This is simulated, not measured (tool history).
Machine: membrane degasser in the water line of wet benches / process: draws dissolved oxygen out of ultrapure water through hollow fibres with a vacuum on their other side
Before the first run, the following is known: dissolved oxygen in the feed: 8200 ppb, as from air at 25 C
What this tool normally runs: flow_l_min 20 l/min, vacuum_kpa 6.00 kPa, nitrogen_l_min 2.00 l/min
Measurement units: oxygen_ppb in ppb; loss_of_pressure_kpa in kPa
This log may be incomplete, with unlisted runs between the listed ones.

run 1 hour=0.0 | flow_l_min=20 vacuum_kpa=6.00 nitrogen_l_min=2.00 | oxygen_ppb=113.5 loss_of_pressure_kpa=64.82
run 2 hour=62.8 | flow_l_min=20 vacuum_kpa=6.00 nitrogen_l_min=2.00 | oxygen_ppb=111.7 loss_of_pressure_kpa=64.73
run 3 hour=135.0 | flow_l_min=17 vacuum_kpa=6.00 nitrogen_l_min=2.00 | oxygen_ppb=93.4 loss_of_pressure_kpa=55.11
run 4 hour=186.9 | flow_l_min=20 vacuum_kpa=6.00 nitrogen_l_min=2.00 | oxygen_ppb=114.9 loss_of_pressure_kpa=64.56
run 5 hour=244.8 | flow_l_min=20 vacuum_kpa=6.00 nitrogen_l_min=2.00 | oxygen_ppb=113.3 loss_of_pressure_kpa=64.75
run 6 hour=277.5 | flow_l_min=31 vacuum_kpa=6.00 nitrogen_l_min=2.00 | oxygen_ppb=193.3 loss_of_pressure_kpa=100.06
run 7 hour=341.4 | flow_l_min=28 vacuum_kpa=6.00 nitrogen_l_min=2.00 | oxygen_ppb=169.0 loss_of_pressure_kpa=90.07
run 8 hour=405.2 | flow_l_min=28 vacuum_kpa=6.00 nitrogen_l_min=2.00 | oxygen_ppb=169.6 loss_of_pressure_kpa=90.31
run 9 hour=476.3 | flow_l_min=28 vacuum_kpa=6.00 nitrogen_l_min=2.00 | oxygen_ppb=172.6 loss_of_pressure_kpa=90.12
run 10 hour=542.7 | flow_l_min=28 vacuum_kpa=6.00 nitrogen_l_min=2.00 | oxygen_ppb=169.4 loss_of_pressure_kpa=89.66
run 11 hour=577.8 | flow_l_min=20 vacuum_kpa=6.00 nitrogen_l_min=2.00 | oxygen_ppb=113.5 loss_of_pressure_kpa=64.46
run 12 hour=631.5 | flow_l_min=20 vacuum_kpa=14.52 nitrogen_l_min=2.00 | oxygen_ppb=307.4 loss_of_pressure_kpa=64.47
run 13 hour=699.4 | flow_l_min=20 vacuum_kpa=14.52 nitrogen_l_min=2.00 | oxygen_ppb=307.4 loss_of_pressure_kpa=64.43
run 14 hour=741.1 | flow_l_min=20 vacuum_kpa=14.52 nitrogen_l_min=2.00 | oxygen_ppb=299.1 loss_of_pressure_kpa=64.20
run 15 hour=780.2 | flow_l_min=20 vacuum_kpa=6.00 nitrogen_l_min=3.13 | oxygen_ppb=90.7 loss_of_pressure_kpa=64.48
run 16 hour=831.3 | flow_l_min=20 vacuum_kpa=6.00 nitrogen_l_min=3.13 | oxygen_ppb=89.9 loss_of_pressure_kpa=63.89
-- hour=859.4 seals of the vacuum lines changed
run 17 hour=874.2 | flow_l_min=20 vacuum_kpa=6.00 nitrogen_l_min=3.13 | oxygen_ppb=90.6 loss_of_pressure_kpa=63.97
run 18 hour=932.1 | flow_l_min=27 vacuum_kpa=6.02 nitrogen_l_min=1.51 | oxygen_ppb=188.4 loss_of_pressure_kpa=86.56
run 19 hour=968.7 | flow_l_min=31 vacuum_kpa=6.00 nitrogen_l_min=0.98 | oxygen_ppb=275.7 loss_of_pressure_kpa=99.12
run 20 hour=1023.0 | flow_l_min=24 vacuum_kpa=5.75 nitrogen_l_min=2.00 | oxygen_ppb=137.5 loss_of_pressure_kpa=76.65
-- hour=1032.9 vacuum gauge calibrated
run 21 hour=1095.5 | flow_l_min=18 vacuum_kpa=4.87 nitrogen_l_min=2.24 | oxygen_ppb=72.5 loss_of_pressure_kpa=57.56

What does the tool deliver on the next run?
run 22 hour=1155.5 | flow_l_min=18 vacuum_kpa=4.87 nitrogen_l_min=2.24 | oxygen_ppb=? loss_of_pressure_kpa=?

{"run 22": {"oxygen_ppb": 73.0, "loss_of_pressure_kpa": 57.46}}
The same run, on a tool lacking any hidden state, would have yielded oxygen_ppb 72.9 ppb, loss_of_pressure_kpa 58.44 kPa.
